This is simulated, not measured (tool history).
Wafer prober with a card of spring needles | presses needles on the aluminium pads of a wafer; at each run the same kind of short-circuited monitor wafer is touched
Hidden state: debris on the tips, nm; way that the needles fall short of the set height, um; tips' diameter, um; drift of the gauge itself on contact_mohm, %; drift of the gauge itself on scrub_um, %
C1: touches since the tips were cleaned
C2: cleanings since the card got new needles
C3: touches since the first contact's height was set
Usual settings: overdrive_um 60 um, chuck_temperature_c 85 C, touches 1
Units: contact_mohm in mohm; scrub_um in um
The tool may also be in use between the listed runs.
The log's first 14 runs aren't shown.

Run 15, hour 111.4: usual settings; C1 5226; C2 9; C3 63270. Result: contact_mohm 297 mohm, scrub_um 9.93 um.
At hour 114: tips cleaned on abrasive film.
Run 16, hour 117: usual settings but chuck_temperature_c 30 C; C1 1192; C2 10; C3 65460. Result: contact_mohm 220 mohm, scrub_um 9.92 um.
Run 17, hour 127.2: usual settings but chuck_temperature_c 30 C; C1 5246; C2 10; C3 69514. Result: contact_mohm 296 mohm, scrub_um 10 um.
At hour 129.9: tips cleaned on abrasive film.
Run 18, hour 133.4: usual settings but overdrive_um 73 um, chuck_temperature_c 38 C; C1 1413; C2 11; C3 71948. Result: contact_mohm 209 mohm, scrub_um 12.26 um.
Run 19, hour 142.7: usual settings but overdrive_um 53 um, chuck_temperature_c 44 C; C1 5121; C2 11; C3 75656. Result: contact_mohm 337 mohm, scrub_um 8.75 um.
At hour 146.4: tips cleaned on abrasive film.
Run 20, hour 152.9: usual settings but overdrive_um 53 um, chuck_temperature_c 103 C, touches 2; C1 2574; C2 12; C3 79660. Result: contact_mohm 242 mohm, scrub_um 8.75 um.
Run 21, hour 158.1: usual settings but overdrive_um 52 um, chuck_temperature_c 39 C, touches 3; C1 4643; C2 12; C3 81729. Result: contact_mohm 220 mohm, scrub_um 8.61 um.
At hour 163: tips cleaned on abrasive film.
Run 22, hour 169: usual settings but overdrive_um 52 um, chuck_temperature_c 68 C; C1 2385; C2 13; C3 86009. Result: contact_mohm 296 mohm, scrub_um 8.55 um.
At hour 178.7: tips cleaned on abrasive film.
Run 23, hour 180.7: usual settings but overdrive_um 52 um, chuck_temperature_c 37 C, touches 2; C1 790; C2 14; C3 90656. Result: contact_mohm 205 mohm, scrub_um 8.65 um.
Run 24, hour 186.2: usual settings but overdrive_um 52 um, chuck_temperature_c 37 C, touches 2; C1 2949; C2 14; C3 92815. Result: contact_mohm 253 mohm, scrub_um 8.57 um.
At hour 194.7: tips cleaned on abrasive film.
Run 25, hour 196.7: usual settings but overdrive_um 52 um, chuck_temperature_c 37 C, touches 2; C1 806; C2 15; C3 96992. Result: contact_mohm 201 mohm, scrub_um 8.53 um.
Run 26, hour 203.3: usual settings but overdrive_um 49 um, chuck_temperature_c 77 C; C1 3394; C2 15; C3 99580. Result: contact_mohm 335 mohm, scrub_um 8 um.
At hour 210.4: tips cleaned on abrasive film.
Run 27, hour 214.5: usual settings but overdrive_um 49 um, chuck_temperature_c 77 C; C1 1608; C2 16; C3 104009. Result: contact_mohm 288 mohm, scrub_um 8.03 um.
Run 28, hour 219.7: usual settings but overdrive_um 49 um, chuck_temperature_c 77 C; C1 3681; C2 16; C3 106082. Result: contact_mohm 353 mohm, scrub_um 8.03 um.
At hour 226.5: tips cleaned on abrasive film.
Run 29, hour 227.9: usual settings but touches 2; C1 551; C2 17; C3 109314. Result: contact_mohm 193 mohm, scrub_um 9.81 um.
Run 30, hour 233.5: usual settings but touches 2; C1 2788; C2 17; C3 111551. Result: contact_mohm 232 mohm, scrub_um 9.83 um.
At hour 242.6: tips cleaned on abrasive film.
Run 31, hour 245: usual settings but overdrive_um 44 um, chuck_temperature_c 29 C, touches 3; C1 955; C2 18; C3 116088. Result: contact_mohm 203 mohm, scrub_um 7.15 um.
Run 32, hour 253.1: usual settings but overdrive_um 51 um, chuck_temperature_c 78 C; C1 4182; C2 18; C3 119315. Result: contact_mohm 346 mohm, scrub_um 8.4 um.
At hour 258.5: tips cleaned on abrasive film.
Run 33, hour 263.7: usual settings but overdrive_um 75 um, chuck_temperature_c 59 C, touches 2; C1 2049; C2 19; C3 123467. Result: contact_mohm 194 mohm, scrub_um 12.31 um.

4 ways to go on from here, each from the tool as it stands after run 33. What would each give?
Run A, hour 269.2: usual settings but overdrive_um 75 um, chuck_temperature_c 39 C, touches 2; C1 4242; C2 19; C3 125660. Result: contact_mohm ?, scrub_um ?.
Run B, hour 269.2: usual settings but overdrive_um 52 um, chuck_temperature_c 31 C, touches 2; C1 4242; C2 19; C3 125660. Result: contact_mohm ?, scrub_um ?.
Run C, hour 269.2: usual settings but overdrive_um 75 um, chuck_temperature_c 80 C, touches 2; C1 4242; C2 19; C3 125660. Result: contact_mohm ?, scrub_um ?.
Run D, hour 269.2: usual settings but overdrive_um 66 um, chuck_temperature_c 61 C, touches 3; C1 4242; C2 19; C3 125660. Result: contact_mohm ?, scrub_um ?.

run  contact_mohm  scrub_um
  A           207     12.38
  B           270      8.48
  C           216     12.46
  D           200     10.83
Without the tool's hidden state the same runs would have given:
run  contact_mohm  scrub_um
  A           154     12.72
  B           162      8.82
  C           165      12.8
  D           160     11.17
